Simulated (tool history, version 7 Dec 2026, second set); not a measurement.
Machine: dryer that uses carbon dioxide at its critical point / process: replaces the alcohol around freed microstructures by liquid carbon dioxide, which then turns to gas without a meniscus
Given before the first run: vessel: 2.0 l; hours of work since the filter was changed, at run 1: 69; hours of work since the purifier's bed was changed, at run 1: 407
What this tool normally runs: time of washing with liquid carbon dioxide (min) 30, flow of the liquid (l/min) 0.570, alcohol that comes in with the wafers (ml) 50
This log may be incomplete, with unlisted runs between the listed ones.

run	day	time of washing with liquid carbon dioxide (min)	flow of the liquid (l/min)	alcohol that comes in with the wafers (ml)	hours of work since the filter was changed	hours of work since the purifier's bed was changed	alcohol left in the vessel before it's heated (ppm by volume)
1	0.000	30	0.570	50	69	407	208
2	1.554	30	0.570	76	81	419	221
3	2.912	30	0.570	50	92	430	214
4	5.150	30	0.570	50	110	448	228
5	7.246	30	0.570	50	127	465	245
6	8.358	23	0.570	50	136	474	304
7	10.525	23	0.570	50	153	491	312
8	11.675	30	0.570	50	163	501	253
9	12.758	20	0.570	50	171	509	433
10	14.925	20	0.570	50	189	527	447
11	17.162	20	0.570	50	207	545	483
12	19.075	20	0.570	50	222	560	484
# day 19.521: purifier's bed changed
13	20.171	30	0.839	50	230	5	7
14	22.196	30	0.839	50	246	21	14
15	23.438	21	0.839	50	256	31	33
16	25.058	21	0.462	50	269	44	555
17	26.542	21	0.719	50	281	56	80
# day 28.500: inlet filter changed
18	28.525	30	0.570	50	0	72	30
19	30.271	30	0.570	50	14	86	46
20	31.704	30	0.570	50	26	98	56
21	33.388	30	0.570	50	39	111	59
22	35.308	30	0.626	50	55	127	76
23	36.758	30	0.615	50	66	138	72
24	38.692	20	0.887	20	82	154	76
25	40.892	37	0.477	40	100	171	95
26	42.688	37	0.477	40	114	186	99
27	44.679	31	0.477	26	130	202	117
28	46.138	26	0.570	22	142	214	116
29	47.362	26	0.570	22	152	223	134
30	48.858	32	0.570	38	164	235	126
31	49.833	32	0.570	38	171	243	124
32	51.504	32	0.570	115	185	257	145

For run 33, what comes out?
33	52.725	30	0.567	118	195	266	?

{"run 33": {"alcohol left in the vessel before it's heated (ppm by volume)": 162}}
Minus the tool's unlogged condition, the same run would have read alcohol left in the vessel before it's heated (ppm by volume) 17.

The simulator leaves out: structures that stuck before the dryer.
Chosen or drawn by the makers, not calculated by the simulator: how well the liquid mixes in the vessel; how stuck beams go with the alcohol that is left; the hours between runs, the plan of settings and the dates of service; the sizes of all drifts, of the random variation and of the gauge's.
